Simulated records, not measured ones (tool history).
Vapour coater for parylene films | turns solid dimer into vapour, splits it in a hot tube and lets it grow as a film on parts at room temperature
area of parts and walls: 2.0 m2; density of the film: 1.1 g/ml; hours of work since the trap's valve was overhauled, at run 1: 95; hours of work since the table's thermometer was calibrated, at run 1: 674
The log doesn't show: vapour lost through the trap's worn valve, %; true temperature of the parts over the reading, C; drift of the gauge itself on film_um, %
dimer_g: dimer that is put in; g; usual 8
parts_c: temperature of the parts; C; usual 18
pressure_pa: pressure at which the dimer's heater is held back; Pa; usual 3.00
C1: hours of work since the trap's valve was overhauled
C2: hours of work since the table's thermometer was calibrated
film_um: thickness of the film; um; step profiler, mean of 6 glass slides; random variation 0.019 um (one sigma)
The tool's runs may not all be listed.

{"run": 1, "hour": 0.0, "dimer_g": 8, "parts_c": 18, "pressure_pa": 3.0, "C1": 95, "C2": 674, "film_um": 1.81}
{"run": 2, "hour": 25.7, "dimer_g": 8, "parts_c": 18, "pressure_pa": 3.0, "C1": 105, "C2": 685, "film_um": 1.77}
{"run": 3, "hour": 77.0, "dimer_g": 9, "parts_c": 18, "pressure_pa": 3.0, "C1": 127, "C2": 706, "film_um": 2.0}
{"run": 4, "hour": 118.6, "dimer_g": 9, "parts_c": 18, "pressure_pa": 3.0, "C1": 145, "C2": 724, "film_um": 2.0}
{"run": 5, "hour": 168.7, "dimer_g": 9, "parts_c": 18, "pressure_pa": 3.0, "C1": 166, "C2": 745, "film_um": 2.0}
{"run": 6, "hour": 195.3, "dimer_g": 8, "parts_c": 18, "pressure_pa": 3.0, "C1": 177, "C2": 756, "film_um": 1.76}
{"run": 7, "hour": 254.3, "dimer_g": 8, "parts_c": 18, "pressure_pa": 3.0, "C1": 202, "C2": 781, "film_um": 1.74}
{"run": 8, "hour": 283.7, "dimer_g": 8, "parts_c": 18, "pressure_pa": 3.0, "C1": 214, "C2": 794, "film_um": 1.75}
{"run": 9, "hour": 325.2, "dimer_g": 8, "parts_c": 18, "pressure_pa": 2.18, "C1": 232, "C2": 811, "film_um": 1.81}
{"run": 10, "hour": 354.0, "dimer_g": 8, "parts_c": 18, "pressure_pa": 2.18, "C1": 244, "C2": 823, "film_um": 1.83}
{"run": 11, "hour": 402.7, "dimer_g": 13, "parts_c": 18, "pressure_pa": 3.21, "C1": 264, "C2": 844, "film_um": 2.73}
{"run": 12, "hour": 438.5, "dimer_g": 13, "parts_c": 18, "pressure_pa": 3.21, "C1": 280, "C2": 859, "film_um": 2.74}
{"run": 13, "hour": 470.2, "dimer_g": 3, "parts_c": 18, "pressure_pa": 2.15, "C1": 293, "C2": 872, "film_um": 0.68}

Forecast run 14:
{"run": 14, "hour": 529.4, "dimer_g": 9, "parts_c": 15, "pressure_pa": 8.76, "C1": 318, "C2": 897, "film_um": "?"}

film_um: 1.72 um
Without the tool's hidden state the same run would have given film_um 1.91 um.

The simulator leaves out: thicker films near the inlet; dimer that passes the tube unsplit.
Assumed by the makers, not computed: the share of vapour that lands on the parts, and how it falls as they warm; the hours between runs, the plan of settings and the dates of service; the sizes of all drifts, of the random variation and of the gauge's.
